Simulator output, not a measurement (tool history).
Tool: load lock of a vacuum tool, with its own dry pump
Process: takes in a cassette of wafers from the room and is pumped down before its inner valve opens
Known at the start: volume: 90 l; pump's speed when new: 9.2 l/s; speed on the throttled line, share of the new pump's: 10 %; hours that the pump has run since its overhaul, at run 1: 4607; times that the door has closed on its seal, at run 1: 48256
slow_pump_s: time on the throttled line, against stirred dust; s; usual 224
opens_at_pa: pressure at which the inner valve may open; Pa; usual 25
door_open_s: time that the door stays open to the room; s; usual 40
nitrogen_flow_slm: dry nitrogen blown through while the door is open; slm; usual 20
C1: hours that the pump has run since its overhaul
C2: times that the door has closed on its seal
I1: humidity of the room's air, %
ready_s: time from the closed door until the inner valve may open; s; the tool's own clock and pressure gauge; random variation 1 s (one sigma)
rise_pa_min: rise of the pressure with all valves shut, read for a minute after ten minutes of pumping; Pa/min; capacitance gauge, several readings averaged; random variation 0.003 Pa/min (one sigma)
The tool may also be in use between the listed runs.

Run 1, hour 0: usual settings; C1 4607; C2 48256; I1 46.1. Result: ready_s 288.6 s, rise_pa_min 0.38 Pa/min.
Run 2, hour 235.6: usual settings but nitrogen_flow_slm 12 slm; C1 4843; C2 49375; I1 43.7. Result: ready_s 288.7 s, rise_pa_min 0.394 Pa/min.
Run 3, hour 421.7: usual settings but nitrogen_flow_slm 12 slm; C1 5029; C2 50260; I1 45.2. Result: ready_s 290.3 s, rise_pa_min 0.403 Pa/min.
Run 4, hour 646.2: usual settings but nitrogen_flow_slm 12 slm; C1 5253; C2 51326; I1 41.2. Result: ready_s 288.9 s, rise_pa_min 0.409 Pa/min.
Run 5, hour 910.6: usual settings but nitrogen_flow_slm 12 slm; C1 5518; C2 52582; I1 44.2. Result: ready_s 290.3 s, rise_pa_min 0.433 Pa/min.
Run 6, hour 1181.2: usual settings but opens_at_pa 37 Pa, nitrogen_flow_slm 12 slm; C1 5788; C2 53868; I1 41.9. Result: ready_s 283.9 s, rise_pa_min 0.454 Pa/min.
Run 7, hour 1500.6: usual settings but opens_at_pa 43 Pa; C1 6108; C2 55385; I1 48. Result: ready_s 286.2 s, rise_pa_min 0.457 Pa/min.
Run 8, hour 1671.6: usual settings but opens_at_pa 43 Pa; C1 6279; C2 56198; I1 47.2. Result: ready_s 285.2 s, rise_pa_min 0.475 Pa/min.
Run 9, hour 1846.4: usual settings but opens_at_pa 43 Pa; C1 6453; C2 57028; I1 47.5. Result: ready_s 285.1 s, rise_pa_min 0.474 Pa/min.
Run 10, hour 2010.2: usual settings but opens_at_pa 43 Pa; C1 6617; C2 57806; I1 45.1. Result: ready_s 287.4 s, rise_pa_min 0.493 Pa/min.
Run 11, hour 2216.3: usual settings but slow_pump_s 129 s; C1 6823; C2 58786; I1 45.2. Result: ready_s 206.5 s, rise_pa_min 0.498 Pa/min.
Run 12, hour 2411.4: usual settings but slow_pump_s 129 s; C1 7019; C2 59712; I1 45.8. Result: ready_s 206.2 s, rise_pa_min 0.509 Pa/min.
Run 13, hour 2596.3: usual settings but slow_pump_s 129 s; C1 7203; C2 60591; I1 43.4. Result: ready_s 207.5 s, rise_pa_min 0.524 Pa/min.
At hour 2659.4: door's seal changed, seat wiped.
Run 14, hour 2876.2: usual settings but slow_pump_s 129 s; C1 7482; C2 1031; I1 40.5. Result: ready_s 208.5 s, rise_pa_min 0.03 Pa/min.
Run 15, hour 3048.6: usual settings but opens_at_pa 18 Pa; C1 7654; C2 1849; I1 44.9. Result: ready_s 296.7 s, rise_pa_min 0.03 Pa/min.
Run 16, hour 3369.3: usual settings but opens_at_pa 18 Pa, door_open_s 25 s; C1 7975; C2 3373; I1 44.5. Result: ready_s 297.9 s, rise_pa_min 0.029 Pa/min.
Run 17, hour 3631.8: usual settings but opens_at_pa 18 Pa, door_open_s 25 s; C1 8237; C2 4620; I1 44.4. Result: ready_s 297.4 s, rise_pa_min 0.034 Pa/min.
Run 18, hour 3843.3: usual settings but opens_at_pa 18 Pa, door_open_s 25 s; C1 8449; C2 5625; I1 46.5. Result: ready_s 297.8 s, rise_pa_min 0.04 Pa/min.
Run 19, hour 4004.2: usual settings but opens_at_pa 18 Pa, door_open_s 25 s; C1 8610; C2 6390; I1 44.8. Result: ready_s 297.7 s, rise_pa_min 0.037 Pa/min.
Run 20, hour 4183.7: usual settings but opens_at_pa 42 Pa, door_open_s 150 s; C1 8789; C2 7243; I1 46.2. Result: ready_s 287.2 s, rise_pa_min 0.069 Pa/min.
Run 21, hour 4473: usual settings but opens_at_pa 42 Pa, door_open_s 150 s; C1 9079; C2 8617; I1 45.1. Result: ready_s 288 s, rise_pa_min 0.073 Pa/min.
Run 22, hour 4615.1: usual settings but slow_pump_s 136 s, opens_at_pa 32 Pa, door_open_s 150 s, nitrogen_flow_slm 4 slm; C1 9221; C2 9292; I1 42.9. Result: ready_s 214.4 s, rise_pa_min 0.086 Pa/min.
Run 23, hour 4811.6: usual settings but opens_at_pa 21 Pa, nitrogen_flow_slm 8 slm; C1 9417; C2 10225; I1 43.7. Result: ready_s 299 s, rise_pa_min 0.067 Pa/min.
Run 24, hour 5067.5: usual settings but opens_at_pa 21 Pa, nitrogen_flow_slm 8 slm; C1 9673; C2 11441; I1 49. Result: ready_s 299.5 s, rise_pa_min 0.072 Pa/min.
Run 25, hour 5231.7: usual settings but opens_at_pa 21 Pa, nitrogen_flow_slm 8 slm; C1 9837; C2 12221; I1 49.4. Result: ready_s 296.7 s, rise_pa_min 0.077 Pa/min.
Run 26, hour 5456.9: usual settings but opens_at_pa 22 Pa, door_open_s 86 s; C1 10063; C2 13291; I1 44.8. Result: ready_s 298 s, rise_pa_min 0.079 Pa/min.
Run 27, hour 5749.7: usual settings but opens_at_pa 31 Pa, door_open_s 26 s, nitrogen_flow_slm 14 slm; C1 10355; C2 14682; I1 45.4. Result: ready_s 292.2 s, rise_pa_min 0.072 Pa/min.
Run 28, hour 5948: usual settings but slow_pump_s 289 s, opens_at_pa 40 Pa, door_open_s 28 s; C1 10554; C2 15625; I1 46.3. Result: ready_s 348.1 s, rise_pa_min 0.079 Pa/min.
Run 29, hour 6256.6: usual settings but slow_pump_s 289 s, opens_at_pa 40 Pa, door_open_s 28 s; C1 10862; C2 17091; I1 46.3. Result: ready_s 349.4 s, rise_pa_min 0.089 Pa/min.
Run 30, hour 6463.7: usual settings but opens_at_pa 43 Pa, door_open_s 36 s; C1 11069; C2 18074; I1 46.9. Result: ready_s 291.1 s, rise_pa_min 0.094 Pa/min.
Run 31, hour 6677.9: usual settings but opens_at_pa 43 Pa, door_open_s 36 s; C1 11283; C2 19092; I1 44. Result: ready_s 290.9 s, rise_pa_min 0.094 Pa/min.
Run 32, hour 6915.2: usual settings but opens_at_pa 43 Pa, door_open_s 36 s; C1 11521; C2 20219; I1 43.6. Result: ready_s 291.9 s, rise_pa_min 0.099 Pa/min.
Run 33, hour 7138.6: usual settings but opens_at_pa 43 Pa, door_open_s 93 s; C1 11744; C2 21281; I1 45. Result: ready_s 292.5 s, rise_pa_min 0.113 Pa/min.
Run 34, hour 7323.3: usual settings but slow_pump_s 192 s, nitrogen_flow_slm 4 slm; C1 11929; C2 22158; I1 45.7. Result: ready_s 271.7 s, rise_pa_min 0.129 Pa/min.
Run 35, hour 7537: usual settings but slow_pump_s 192 s, opens_at_pa 31 Pa, door_open_s 53 s, nitrogen_flow_slm 4 slm; C1 12143; C2 23174; I1 44.1. Result: ready_s 267.9 s, rise_pa_min 0.138 Pa/min.
Run 36, hour 7811.4: usual settings but slow_pump_s 192 s, opens_at_pa 31 Pa, door_open_s 114 s, nitrogen_flow_slm 5 slm; C1 12417; C2 24477; I1 45.7. Result: ready_s 270 s, rise_pa_min 0.159 Pa/min.
Run 37, hour 8117.5: usual settings but slow_pump_s 192 s, opens_at_pa 31 Pa, door_open_s 114 s, nitrogen_flow_slm 5 slm; C1 12723; C2 25931; I1 48. Result: ready_s 270.6 s, rise_pa_min 0.171 Pa/min.
Run 38, hour 8319.3: usual settings but slow_pump_s 192 s, opens_at_pa 31 Pa, door_open_s 114 s, nitrogen_flow_slm 5 slm; C1 12925; C2 26890; I1 42.9. Result: ready_s 270.7 s, rise_pa_min 0.176 Pa/min.

Forecast each of these 3 alternatives for the next run:
Run A, hour 8495: usual settings but slow_pump_s 159 s, opens_at_pa 36 Pa, door_open_s 101 s, nitrogen_flow_slm 5 slm; C1 13101; C2 27725; I1 43.3. Result: ready_s ?, rise_pa_min ?.
Run B, hour 8495: usual settings but door_open_s 55 s; C1 13101; C2 27725; I1 43.4. Result: ready_s ?, rise_pa_min ?.
Run C, hour 8495: usual settings but slow_pump_s 205 s, opens_at_pa 30 Pa; C1 13101; C2 27725; I1 43. Result: ready_s ?, rise_pa_min ?.

run  ready_s  rise_pa_min
  A    240.7        0.176
  B    299.1        0.149
  C    282.9        0.147
Without the tool's hidden state the same runs would have given:
run  ready_s  rise_pa_min
  A    222.8        0.052
  B    282.2        0.027
  C    265.7        0.025
